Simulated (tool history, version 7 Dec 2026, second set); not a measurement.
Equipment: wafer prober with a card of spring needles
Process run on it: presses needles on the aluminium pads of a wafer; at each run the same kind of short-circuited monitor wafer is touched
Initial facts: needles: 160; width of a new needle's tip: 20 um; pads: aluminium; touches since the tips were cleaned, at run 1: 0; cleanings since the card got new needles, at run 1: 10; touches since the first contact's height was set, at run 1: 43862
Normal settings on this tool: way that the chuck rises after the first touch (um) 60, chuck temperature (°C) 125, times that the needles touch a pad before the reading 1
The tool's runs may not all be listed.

run	hour	way that the chuck rises after the first touch (um)	chuck temperature (°C)	times that the needles touch a pad before the reading	touches since the tips were cleaned	cleanings since the card got new needles	touches since the first contact's height was set	resistance of one needle with its contact and lead (mohm)	way that a needle slides on the pad (um)
1	0	60	125	1	0	10	43862	232	14.66
# hour 7.7: tips cleaned on abrasive film
# hour 14.8: tips cleaned on abrasive film
2	18.3	60	125	1	1938	12	53846	236	14.57
# hour 22.6: tips cleaned on abrasive film
3	27.5	60	125	1	2726	13	58882	234	14.54
# hour 29.7: tips cleaned on abrasive film
# hour 37.4: tips cleaned on abrasive film
4	41.3	60	125	1	2131	15	66397	235	14.58
# hour 44.2: tips cleaned on abrasive film
# hour 52.4: tips cleaned on abrasive film
5	52.9	60	125	1	245	17	72674	235	14.51
# hour 59.5: tips cleaned on abrasive film
6	63.2	60	125	1	2050	18	78307	238	14.5
# hour 66.8: tips cleaned on abrasive film
# hour 74.8: tips cleaned on abrasive film
# hour 82.2: tips cleaned on abrasive film
7	84	60	125	1	956	21	89630	240	14.47
# hour 89.7: tips cleaned on abrasive film
# hour 97.8: tips cleaned on abrasive film
8	101.8	60	125	1	2183	23	99359	236	14.39
# hour 105.6: tips cleaned on abrasive film
9	111.3	60	59	1	3152	24	104553	221	14.46
# hour 113: tips cleaned on abrasive film
# hour 120.9: tips cleaned on abrasive film
# hour 128.6: tips cleaned on abrasive film
# hour 130.3: height of the first contact set anew
10	131.2	60	59	1	1281	27	536	220	14.34
# hour 136.5: tips cleaned on abrasive film
# hour 144.2: tips cleaned on abrasive film
11	147.6	60	59	1	1856	29	9432	218	14.32
# hour 152.1: tips cleaned on abrasive film
# hour 159.3: tips cleaned on abrasive film
12	160.9	60	59	1	907	31	16704	219	14.35
# hour 166.2: tips cleaned on abrasive film
# hour 173.7: tips cleaned on abrasive film
13	175.7	60	59	1	1077	33	24757	219	14.33
# hour 181: tips cleaned on abrasive film
# hour 189.1: tips cleaned on abrasive film
14	189.7	56	53	2	351	35	32380	222	13.36
# hour 197.1: tips cleaned on abrasive film
# hour 204.7: tips cleaned on abrasive film
15	208.1	60	49	2	1863	37	42435	218	14.34
# hour 211.9: tips cleaned on abrasive film
# hour 219.7: tips cleaned on abrasive film
16	222.7	64	43	1	1634	39	50361	216	15.23
# hour 226.5: tips cleaned on abrasive film
# hour 233.7: tips cleaned on abrasive film
# hour 234.8: gauge calibrated
# hour 240.9: tips cleaned on abrasive film
17	242.6	60	73	1	937	42	61226	225	14.62

4 options for the next run, each taken on its own from the tool as it stands now. Forecast them:
# hour 248.9: tips cleaned on abrasive film
# hour 256.6: tips cleaned on abrasive film
A	260.2	60	125	1	1983	44	70806	?	?
# hour 248.9: tips cleaned on abrasive film
# hour 256.6: tips cleaned on abrasive film
B	260.2	60	54	3	1983	44	70806	?	?
# hour 248.9: tips cleaned on abrasive film
# hour 256.6: tips cleaned on abrasive film
C	260.2	67	47	1	1983	44	70806	?	?
# hour 248.9: tips cleaned on abrasive film
# hour 256.6: tips cleaned on abrasive film
D	260.2	60	73	2	1983	44	70806	?	?

run	resistance of one needle with its contact and lead (mohm)	way that a needle slides on the pad (um)
A	236	14.66
B	217	14.55
C	213	16.3
D	220	14.65
Take away the tool's hidden state, keep each run's random variation, and the runs would have read:
run	resistance of one needle with its contact and lead (mohm)	way that a needle slides on the pad (um)
A	236	14.71
B	217	14.6
C	212	16.36
D	220	14.7
